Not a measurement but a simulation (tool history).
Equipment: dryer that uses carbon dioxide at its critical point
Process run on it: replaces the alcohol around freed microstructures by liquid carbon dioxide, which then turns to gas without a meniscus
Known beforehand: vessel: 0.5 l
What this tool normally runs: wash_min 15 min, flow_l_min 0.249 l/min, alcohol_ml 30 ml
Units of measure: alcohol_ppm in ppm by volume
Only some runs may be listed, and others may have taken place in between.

run,hour,wash_min,flow_l_min,alcohol_ml,alcohol_ppm
1,0,15,0.249,30,130
2,8,15,0.233,30,173
3,16.1,15,0.233,30,178
4,22.5,15,0.233,30,178
5,28.5,15,0.233,30,181
6,33,15,0.356,30,45
7,40.2,15,0.356,30,50
8,47.9,15,0.356,30,41
9,55.3,15,0.184,30,603
10,59.9,15,0.205,30,372
11,65,15,0.205,30,357
12,69.1,15,0.205,30,359
13,73.5,15,0.175,30,746
14,82.1,15,0.175,30,763
15,88.5,15,0.175,30,766
16,96.3,15,0.175,30,770
17,100.2,15,0.175,116,2842
18,108.7,15,0.175,116,2905
19,116.2,15,0.175,41,1030
20,121.6,15,0.175,41,1052
21,126,15,0.175,41,1056
22,130.9,15,0.175,41,1047
23,136.1,15,0.175,41,1052
24,143.4,15,0.175,41,1035
25,147.1,18,0.189,30,245
26,154,15,0.249,30,143
27,158.1,15,0.249,30,157
28,163.4,15,0.249,30,155
29,167.6,15,0.318,51,78
30,175.8,13,0.211,110,2191
31,183.3,13,0.211,110,2236
32,191.8,13,0.248,79,706
33,198.2,14,0.248,41,273
34,205.6,14,0.249,29,205
35,211.3,14,0.249,69,405
36,215.5,14,0.249,69,429
37,223.3,14,0.249,36,259
38,228.4,20,0.246,88,105
39,236.9,15,0.249,89,366
40,241.8,15,0.249,89,391
41,247,22,0.159,56,403
42,254.9,14,0.204,39,702
43,263.4,14,0.204,39,711
44,270.9,19,0.31,76,71
45,277.4,19,0.31,76,71
46,286.5,15,0.238,85,485
47,294.5,15,0.238,85,487
48,299.3,14,0.153,73,4371

Hidden state or all else? Some run-to-run changes of alcohol_ppm, split into what the settings, what came in and random variation would give without the hidden state, and what is left for the hidden state (with any gauge scatter that isn't in both results):
Hidden conditions of the tool in this case: flow that reaches the vessel past the clogged filter, %; alcohol in the recycled carbon dioxide, ppm; drift of the gauge itself on alcohol_ppm, %.
Run 16 -> 17: alcohol_ml 30 -> 116. alcohol_ppm +2072 ppm by volume: hidden state +112, all else +1960.
Run 29 -> 30: wash_min 15 -> 13, flow_l_min 0.318 -> 0.211, alcohol_ml 51 -> 110. alcohol_ppm +2113 ppm by volume: hidden state +171, all else +1942.
Run 31 -> 32: flow_l_min 0.211 -> 0.248, alcohol_ml 110 -> 79. alcohol_ppm -1530 ppm by volume: hidden state -114, all else -1416.
Run 47 -> 48: wash_min 15 -> 14, flow_l_min 0.238 -> 0.153, alcohol_ml 85 -> 73. alcohol_ppm +3884 ppm by volume: hidden state +336, all else +3548.
